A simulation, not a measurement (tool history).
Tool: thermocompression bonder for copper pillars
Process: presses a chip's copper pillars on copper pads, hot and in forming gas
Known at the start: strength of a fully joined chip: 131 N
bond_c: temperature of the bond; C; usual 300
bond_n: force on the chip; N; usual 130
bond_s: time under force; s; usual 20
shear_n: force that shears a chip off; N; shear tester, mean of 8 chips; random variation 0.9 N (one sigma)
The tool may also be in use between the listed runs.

| run | hour | bond_c | bond_n | bond_s | shear_n |
|---|---|---|---|---|---|
| 1 | 0 | 300 | 130 | 20 | 80.7 |
| 2 | 7.8 | 300 | 130 | 20 | 81.4 |
| 3 | 22.4 | 300 | 130 | 20 | 81.5 |
| 4 | 37 | 300 | 130 | 34 | 93.4 |
| 5 | 44.7 | 300 | 130 | 34 | 94.3 |
| 6 | 61.7 | 300 | 130 | 20 | 81.5 |
| 7 | 72.2 | 300 | 130 | 20 | 80.9 |
| 8 | 88.9 | 300 | 130 | 20 | 79.9 |
| 9 | 104.5 | 300 | 130 | 20 | 80 |
| 10 | 118.2 | 300 | 130 | 20 | 81.1 |
| 11 | 130.9 | 300 | 130 | 20 | 81.5 |
| 12 | 147.2 | 300 | 130 | 20 | 80.9 |
| 13 | 155.4 | 300 | 130 | 20 | 80.1 |
| 14 | 168.5 | 300 | 130 | 12 | 68.2 |
|  | 181.8 | forming gas filter changed |
| 15 | 181.8 | 300 | 130 | 12 | 72 |
| 16 | 191 | 300 | 130 | 12 | 74.3 |
| 17 | 206.2 | 300 | 130 | 12 | 71.7 |
| 18 | 221.7 | 300 | 156 | 20 | 94.9 |
| 19 | 231.5 | 300 | 156 | 20 | 93.2 |
| 20 | 238.8 | 300 | 130 | 45 | 102.8 |
| 21 | 248 | 329 | 130 | 20 | 104 |
| 22 | 255.1 | 294 | 130 | 32 | 91.1 |
| 23 | 265.8 | 294 | 130 | 32 | 91.1 |
| 24 | 272.9 | 271 | 133 | 17 | 61.4 |
|  | 284.9 | heater calibrated with a thermocouple chip |
| 25 | 286 | 324 | 110 | 17 | 82 |
| 26 | 302.1 | 289 | 131 | 25 | 76.1 |
| 27 | 312.7 | 289 | 131 | 25 | 76.1 |
| 28 | 323.9 | 289 | 131 | 25 | 77.7 |
| 29 | 339.7 | 304 | 131 | 24 | 87.2 |
| 30 | 355.2 | 302 | 118 | 46 | 92.1 |
| 31 | 365 | 271 | 177 | 20 | 74.4 |
| 32 | 379.9 | 278 | 100 | 50 | 68.6 |
| 33 | 391.6 | 278 | 100 | 50 | 67.4 |
| 34 | 404.6 | 282 | 87 | 54 | 66.5 |
| 35 | 411.4 | 297 | 96 | 11 | 47.6 |
| 36 | 421.6 | 297 | 140 | 19 | 78.7 |
| 37 | 434.9 | 300 | 88 | 20 | 58 |
| 38 | 447.9 | 300 | 89 | 20 | 56.8 |
| 39 | 455.1 | 300 | 89 | 20 | 56.7 |

Forecast each of these 5 alternatives for the next run:
| A | 468.4 | 300 | 89 | 10 | ? |
| B | 468.4 | 326 | 86 | 20 | ? |
| C | 468.4 | 276 | 89 | 20 | ? |
| D | 468.4 | 294 | 104 | 39 | ? |
| E | 468.4 | 300 | 136 | 31 | ? |

| run | shear_n |
|---|---|
| A | 44.1 |
| B | 71.6 |
| C | 44.4 |
| D | 75.4 |
| E | 90.1 |
Without the tool's hidden state the same runs would have given:
| run | shear_n |
|---|---|
| A | 45.9 |
| B | 74.7 |
| C | 46.2 |
| D | 78.6 |
| E | 93.8 |

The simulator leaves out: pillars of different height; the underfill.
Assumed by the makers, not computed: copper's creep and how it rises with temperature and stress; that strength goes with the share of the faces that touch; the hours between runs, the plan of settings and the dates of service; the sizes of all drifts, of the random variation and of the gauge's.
